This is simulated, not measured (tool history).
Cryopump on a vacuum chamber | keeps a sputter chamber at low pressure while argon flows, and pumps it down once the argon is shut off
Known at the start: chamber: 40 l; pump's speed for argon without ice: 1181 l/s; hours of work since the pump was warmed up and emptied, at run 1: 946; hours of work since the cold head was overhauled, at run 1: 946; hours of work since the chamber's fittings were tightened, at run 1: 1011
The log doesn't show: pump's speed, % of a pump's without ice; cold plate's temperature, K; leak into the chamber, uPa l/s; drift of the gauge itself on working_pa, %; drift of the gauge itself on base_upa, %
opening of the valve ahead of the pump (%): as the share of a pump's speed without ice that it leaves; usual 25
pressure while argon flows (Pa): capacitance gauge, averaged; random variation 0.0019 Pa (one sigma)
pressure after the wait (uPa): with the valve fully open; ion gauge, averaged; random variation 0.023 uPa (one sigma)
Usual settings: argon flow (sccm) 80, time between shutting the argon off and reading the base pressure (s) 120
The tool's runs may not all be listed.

run,hour,argon flow (sccm),time between shutting the argon off and reading the base pressure (s),opening of the valve ahead of the pump (%),hours of work since the pump was warmed up and emptied,hours of work since the cold head was overhauled,hours of work since the chamber's fittings were tightened,pressure while argon flows (Pa),pressure after the wait (uPa)
1,0.0,80,120,25,946,946,1011,0.4924,1.18
2,15.7,80,120,25,958,958,1023,0.4938,1.11
3,36.1,80,120,25,974,974,1039,0.4923,1.25
4,59.0,77,120,25,991,991,1056,0.4764,1.19
5,78.0,77,120,25,1006,1006,1071,0.4783,1.17
6,102.4,80,120,25,1024,1024,1090,0.4964,1.26
7,133.1,48,120,25,1048,1048,1113,0.3010,1.23
8,149.9,48,120,25,1061,1061,1126,0.2999,1.27
9,178.1,80,128,25,1082,1082,1147,0.5025,1.25
10,193.2,85,281,25,1094,1094,1159,0.5330,1.03
# hour 215.4: pump warmed up, emptied and cooled again
11,220.8,44,117,25,4,1111,1176,0.2524,1.08
12,237.6,123,42,18,17,1124,1189,0.9801,1.89
13,259.1,123,42,18,33,1140,1206,0.9854,1.87
14,274.5,123,76,33,45,1152,1217,0.5372,1.31
15,295.8,88,28,25,62,1169,1234,0.5063,2.51
16,321.4,122,290,25,81,1188,1253,0.7053,0.80
17,349.3,80,45,25,102,1209,1275,0.4611,1.73

4 ways to go on from here, each from the tool as it stands after run 17. What would each give?
A,372.1,80,120,26,120,1227,1292,?,?
B,372.1,43,45,25,120,1227,1292,?,?
C,372.1,38,21,28,120,1227,1292,?,?
D,372.1,51,38,44,120,1227,1292,?,?

run,pressure while argon flows (Pa),pressure after the wait (uPa)
A,0.4451,1.07
B,0.2503,1.91
C,0.1966,3.15
D,0.1683,2.05
Without the tool's hidden state the same runs would have given:
run,pressure while argon flows (Pa),pressure after the wait (uPa)
A,0.4399,0.68
B,0.2474,1.49
C,0.1941,2.76
D,0.1650,1.65

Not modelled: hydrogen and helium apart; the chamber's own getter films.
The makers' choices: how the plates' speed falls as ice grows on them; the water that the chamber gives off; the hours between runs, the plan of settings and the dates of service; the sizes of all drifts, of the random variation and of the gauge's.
